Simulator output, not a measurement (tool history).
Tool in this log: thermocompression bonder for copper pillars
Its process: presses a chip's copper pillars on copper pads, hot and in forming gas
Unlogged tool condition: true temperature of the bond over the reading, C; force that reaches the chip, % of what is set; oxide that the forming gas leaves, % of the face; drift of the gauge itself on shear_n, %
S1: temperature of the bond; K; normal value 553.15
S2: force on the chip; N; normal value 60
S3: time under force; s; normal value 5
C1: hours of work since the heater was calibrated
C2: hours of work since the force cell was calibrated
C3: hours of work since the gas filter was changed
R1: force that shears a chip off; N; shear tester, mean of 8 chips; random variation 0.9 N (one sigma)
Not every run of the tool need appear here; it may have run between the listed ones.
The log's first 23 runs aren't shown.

run    hour      S1  S2  S3   C1    C2   C3     R1
 24   875.1  561.15  60   5  317  1385  102  120.1
      879.1  -- forming gas filter changed
 25   898.0  527.15  60  14  332  1401   13  118.8
 26   939.6  527.15  60  14  362  1430   43  120.5
 27   977.9  527.15  60  14  389  1457   70  118.7
 28   997.7  557.15  43   7  403  1471   84  111.5
     1026.2  -- forming gas filter changed
 29  1029.9  545.15  60   5  425  1493    3  104.4
 30  1066.0  545.15  60   5  451  1519   28  106.3
 31  1100.8  547.15  71   4  476  1544   53  111.0
 32  1140.0  547.15  48   4  503  1571   80   91.1
     1171.8  -- forming gas filter changed
 33  1185.2  531.15  88   6  535  1603   10  118.8
 34  1229.1  531.15  88   6  566  1634   41  115.4
     1260.9  -- heater calibrated with a thermocouple chip
 35  1278.5  562.15  77   5   12  1668   74  129.1
 36  1317.6  538.15  80  13   40  1695  102  138.6
     1321.9  -- forming gas filter changed
 37  1351.3  538.15  80  13   64  1719   21  136.8
 38  1377.6  553.15  58   3   82  1737   39   97.0

3 options for the next run, each taken on its own from the tool as it stands now. Forecast them:
  A  1425.5  553.15  77   4  116  1771  73   ?
  B  1425.5  553.15  38   9  116  1771  73   ?
  C  1425.5  563.15  44  12  116  1771  73   ?

run     R1
  A  118.2
  B  107.3
  C  130.8
Stripped of hidden state, with their random variation kept, the same runs would have yielded:
run     R1
  A  118.4
  B  107.4
  C  131.2
